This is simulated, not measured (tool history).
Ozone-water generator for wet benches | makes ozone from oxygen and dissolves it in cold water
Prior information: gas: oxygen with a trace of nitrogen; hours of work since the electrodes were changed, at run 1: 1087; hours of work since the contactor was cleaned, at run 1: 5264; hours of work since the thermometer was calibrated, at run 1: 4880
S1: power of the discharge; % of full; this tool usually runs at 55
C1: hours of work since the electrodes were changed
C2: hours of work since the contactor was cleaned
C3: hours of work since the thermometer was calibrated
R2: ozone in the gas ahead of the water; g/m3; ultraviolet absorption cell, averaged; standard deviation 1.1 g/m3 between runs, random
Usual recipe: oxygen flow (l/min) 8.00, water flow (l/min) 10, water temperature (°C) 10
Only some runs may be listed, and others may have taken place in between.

Run 1, hour 0.0: usual settings; C1 1087; C2 5264; C3 4880. Result: dissolved ozone (ppm) 30.7, R2 200.5 g/m3.
Run 2, hour 43.1: usual settings; C1 1126; C2 5303; C3 4919. Result: dissolved ozone (ppm) 30.6, R2 202.0 g/m3.
Run 3, hour 82.1: usual settings; C1 1161; C2 5338; C3 4954. Result: dissolved ozone (ppm) 30.3, R2 199.9 g/m3.
Run 4, hour 125.8: usual settings; C1 1201; C2 5378; C3 4994. Result: dissolved ozone (ppm) 30.1, R2 199.8 g/m3.
Run 5, hour 168.8: usual settings; C1 1240; C2 5417; C3 5033. Result: dissolved ozone (ppm) 30.3, R2 202.0 g/m3.
Run 6, hour 215.5: usual settings; C1 1282; C2 5459; C3 5075. Result: dissolved ozone (ppm) 30.2, R2 198.4 g/m3.
Run 7, hour 250.5: usual settings but water temperature (°C) 8; C1 1314; C2 5491; C3 5107. Result: dissolved ozone (ppm) 31.7, R2 200.5 g/m3.
Run 8, hour 283.0: usual settings but water temperature (°C) 8; C1 1343; C2 5520; C3 5137. Result: dissolved ozone (ppm) 31.3, R2 198.8 g/m3.
Run 9, hour 315.3: usual settings but water temperature (°C) 8; C1 1373; C2 5550; C3 5166. Result: dissolved ozone (ppm) 31.2, R2 198.8 g/m3.
At hour 327.7: contactor cleaned.
Run 10, hour 361.7: usual settings but water temperature (°C) 8; C1 1411; C2 31; C3 5204. Result: dissolved ozone (ppm) 34.1, R2 199.4 g/m3.
Run 11, hour 397.9: usual settings but water temperature (°C) 8; C1 1444; C2 64; C3 5237. Result: dissolved ozone (ppm) 34.7, R2 199.7 g/m3.
Run 12, hour 439.3: usual settings but water temperature (°C) 8; C1 1481; C2 101; C3 5275. Result: dissolved ozone (ppm) 34.9, R2 199.2 g/m3.
Run 13, hour 461.9: usual settings but water temperature (°C) 8; C1 1502; C2 122; C3 5295. Result: dissolved ozone (ppm) 34.5, R2 199.9 g/m3.
Run 14, hour 502.7: usual settings but water temperature (°C) 8; C1 1539; C2 159; C3 5332. Result: dissolved ozone (ppm) 34.1, R2 199.7 g/m3.
Run 15, hour 536.4: usual settings but oxygen flow (l/min) 10.93, water temperature (°C) 7; C1 1569; C2 189; C3 5363. Result: dissolved ozone (ppm) 33.6, R2 171.5 g/m3.
Run 16, hour 573.0: usual settings but oxygen flow (l/min) 10.93, water temperature (°C) 7; C1 1603; C2 222; C3 5396. Result: dissolved ozone (ppm) 33.2, R2 171.4 g/m3.
Run 17, hour 611.6: usual settings but S1 80 % of full, oxygen flow (l/min) 6.41; C1 1638; C2 257; C3 5431. Result: dissolved ozone (ppm) 42.5, R2 277.7 g/m3.
Run 18, hour 650.0: usual settings but oxygen flow (l/min) 8.80, water flow (l/min) 6, water temperature (°C) 15; C1 1672; C2 292; C3 5466. Result: dissolved ozone (ppm) 39.3, R2 190.1 g/m3.
Run 19, hour 689.6: usual settings but S1 80 % of full, oxygen flow (l/min) 5.38; C1 1708; C2 328; C3 5502. Result: dissolved ozone (ppm) 42.4, R2 301.4 g/m3.

Take each entry between the runs: how does the hidden state at the last listed run before it differ from the hidden state at the first listed run after it?
From run 9 to run 10: contactor cleaned (hour 327.7)
  yield of the discharge, % of new electrodes': 97.6 -> 97.5; contactor's efficiency, % of a clean one's: 85 -> 99.5
  the result without the hidden state subtracted from the measured one, dissolved ozone (ppm): -4.4 -> -1.2; R2: -4.2 -> -4.4 g/m3

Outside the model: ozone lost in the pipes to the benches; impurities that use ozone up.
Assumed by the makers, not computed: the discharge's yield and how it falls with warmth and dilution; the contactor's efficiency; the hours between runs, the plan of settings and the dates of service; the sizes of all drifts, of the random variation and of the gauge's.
